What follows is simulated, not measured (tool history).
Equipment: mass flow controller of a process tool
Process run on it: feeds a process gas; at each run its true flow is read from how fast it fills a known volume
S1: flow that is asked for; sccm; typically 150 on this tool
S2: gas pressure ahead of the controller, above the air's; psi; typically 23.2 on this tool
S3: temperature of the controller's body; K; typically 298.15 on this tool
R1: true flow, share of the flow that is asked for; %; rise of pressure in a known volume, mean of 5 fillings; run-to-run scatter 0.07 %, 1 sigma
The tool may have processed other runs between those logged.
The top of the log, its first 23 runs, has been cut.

run 24 hour=1854.2 | S1=367 S2=23.2 S3=298.15 | R1=100.37
run 25 hour=1948.0 | S1=367 S2=23.2 S3=298.15 | R1=100.42
run 26 hour=2029.3 | S1=367 S2=23.2 S3=298.15 | R1=100.57
run 27 hour=2134.0 | S1=288 S2=20.9 S3=298.15 | R1=99.96
run 28 hour=2227.6 | S1=288 S2=38.1 S3=298.15 | R1=99.86
run 29 hour=2348.0 | S1=288 S2=38.1 S3=298.15 | R1=99.92
run 30 hour=2459.9 | S1=316 S2=33.8 S3=298.15 | R1=100.35
run 31 hour=2551.9 | S1=316 S2=21.5 S3=301.15 | R1=100.19
-- hour=2598.3 gauge calibrated
run 32 hour=2662.4 | S1=348 S2=37.1 S3=305.15 | R1=98.75
run 33 hour=2767.4 | S1=59 S2=23.2 S3=299.15 | R1=97.60
run 34 hour=2831.4 | S1=79 S2=22.3 S3=299.15 | R1=97.89
run 35 hour=2946.7 | S1=82 S2=29.2 S3=309.15 | R1=97.36
run 36 hour=3001.7 | S1=150 S2=31.2 S3=310.15 | R1=97.67
run 37 hour=3081.9 | S1=150 S2=29.9 S3=295.15 | R1=98.62
run 38 hour=3160.5 | S1=421 S2=32.1 S3=302.15 | R1=99.60
run 39 hour=3232.3 | S1=115 S2=37.6 S3=312.15 | R1=97.48
run 40 hour=3293.0 | S1=113 S2=22.3 S3=309.15 | R1=97.85
run 41 hour=3381.9 | S1=211 S2=22.3 S3=296.15 | R1=98.88
run 42 hour=3493.0 | S1=71 S2=25.7 S3=312.15 | R1=97.34
run 43 hour=3574.6 | S1=53 S2=28.6 S3=300.15 | R1=97.96
run 44 hour=3684.5 | S1=53 S2=28.6 S3=300.15 | R1=97.77
run 45 hour=3784.3 | S1=140 S2=24.1 S3=306.15 | R1=98.51
run 46 hour=3876.6 | S1=140 S2=24.1 S3=306.15 | R1=98.25
run 47 hour=3945.1 | S1=89 S2=20.7 S3=299.15 | R1=98.49

Branching from run 47: 3 alternative next runs. What would each branch give?
run A hour=4030.9 | S1=79 S2=20.7 S3=299.15 | R1=?
run B hour=4030.9 | S1=52 S2=31.6 S3=304.15 | R1=?
run C hour=4030.9 | S1=381 S2=40.3 S3=299.15 | R1=?

run=A R1=98.36
run=B R1=97.94
run=C R1=99.98
With no hidden state in the tool, these same runs would have given:
run=A R1=97.63
run=B R1=97.21
run=C R1=99.22
